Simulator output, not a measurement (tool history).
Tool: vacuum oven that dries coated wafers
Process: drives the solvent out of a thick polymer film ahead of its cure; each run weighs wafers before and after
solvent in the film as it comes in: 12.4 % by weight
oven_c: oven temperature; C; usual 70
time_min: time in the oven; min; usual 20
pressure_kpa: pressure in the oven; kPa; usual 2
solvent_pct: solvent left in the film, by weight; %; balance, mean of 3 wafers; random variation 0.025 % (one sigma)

| run | hour | oven_c | time_min | pressure_kpa | solvent_pct |
|---|---|---|---|---|---|
| 1 | 0 | 70 | 20 | 2 | 1.83 |
| 2 | 80.6 | 68 | 20 | 2 | 2.26 |
| 3 | 118 | 62 | 20 | 2 | 3.93 |
| 4 | 161.8 | 62 | 20 | 2 | 3.94 |
|  | 221 | oven's thermocouples calibrated |
| 5 | 228.5 | 62 | 20 | 2 | 3.93 |
| 6 | 290.5 | 70 | 20 | 2 | 1.83 |
| 7 | 362.6 | 70 | 20 | 1.68 | 1.68 |
| 8 | 431.8 | 77 | 20 | 2 | 0.91 |
| 9 | 501.1 | 77 | 20 | 2 | 0.92 |
| 10 | 582.5 | 77 | 20 | 2 | 0.83 |
| 11 | 670.5 | 62 | 20 | 2 | 3.92 |
| 12 | 741.2 | 80 | 20 | 2 | 0.71 |
| 13 | 796.6 | 70 | 20 | 2 | 1.88 |
| 14 | 861.1 | 70 | 20 | 2 | 1.87 |
| 15 | 938.1 | 70 | 20 | 2 | 1.84 |
| 16 | 993.1 | 70 | 20 | 2 | 1.84 |
| 17 | 1052.2 | 59 | 20 | 2 | 4.87 |
| 18 | 1126 | 59 | 20 | 2 | 4.93 |
| 19 | 1210.4 | 59 | 20 | 2 | 4.79 |
| 20 | 1280 | 59 | 20 | 2 | 4.91 |
| 21 | 1341.7 | 59 | 20 | 2 | 4.87 |
| 22 | 1416.3 | 59 | 20 | 2 | 4.9 |
| 23 | 1454.6 | 59 | 20 | 2 | 4.87 |
| 24 | 1526.4 | 59 | 20 | 2 | 4.84 |
| 25 | 1571.6 | 59 | 20 | 2 | 4.95 |
| 26 | 1611.1 | 56 | 34 | 2 | 4.16 |
| 27 | 1671.4 | 56 | 34 | 2 | 4.19 |
| 28 | 1754.1 | 60 | 34 | 4.99 | 4.93 |
| 29 | 1836.1 | 70 | 31 | 1.95 | 1.15 |
| 30 | 1907.1 | 70 | 20 | 2.54 | 2.11 |
|  | 1944.9 | vacuum gauge cleaned of residue and calibrated |
| 31 | 1949.2 | 64 | 11 | 2.54 | 5.52 |
| 32 | 2001.6 | 67 | 29 | 5.35 | 3.49 |
| 33 | 2085.7 | 79 | 12 | 1.81 | 1.2 |
| 34 | 2126.4 | 79 | 24 | 1.81 | 0.64 |
| 35 | 2183.9 | 79 | 24 | 1.81 | 0.68 |
| 36 | 2272 | 72 | 10 | 2.16 | 3.34 |
|  | 2303.6 | oven's thermocouples calibrated |
| 37 | 2338 | 72 | 10 | 1.52 | 3.07 |
| 38 | 2424.5 | 72 | 10 | 1.52 | 3.12 |
| 39 | 2466.5 | 61 | 14 | 2 | 5.41 |
| 40 | 2513.3 | 56 | 20 | 7.85 | 9.03 |
| 41 | 2577.8 | 56 | 12 | 1.63 | 7.12 |
| 42 | 2620.2 | 56 | 12 | 1.63 | 7.17 |
| 43 | 2679.2 | 70 | 18 | 1.09 | 1.64 |
| 44 | 2730.9 | 70 | 18 | 1.09 | 1.67 |
| 45 | 2788.8 | 73 | 18 | 1.38 | 1.27 |
| 46 | 2872.1 | 70 | 20 | 7.63 | 4.39 |
| 47 | 2945.3 | 59 | 20 | 4.3 | 6.11 |

Forecast each of these 4 alternatives for the next run:
| A | 2982.5 | 70 | 19 | 2.32 | ? |
| B | 2982.5 | 56 | 20 | 1.11 | ? |
| C | 2982.5 | 59 | 26 | 4.3 | ? |
| D | 2982.5 | 77 | 11 | 4.43 | ? |

| run | solvent_pct |
|---|---|
| A | 2.11 |
| B | 5.32 |
| C | 5.44 |
| D | 2.61 |
Without the tool's hidden state the same runs would have given:
| run | solvent_pct |
|---|---|
| A | 2.11 |
| B | 5.33 |
| C | 5.45 |
| D | 2.61 |

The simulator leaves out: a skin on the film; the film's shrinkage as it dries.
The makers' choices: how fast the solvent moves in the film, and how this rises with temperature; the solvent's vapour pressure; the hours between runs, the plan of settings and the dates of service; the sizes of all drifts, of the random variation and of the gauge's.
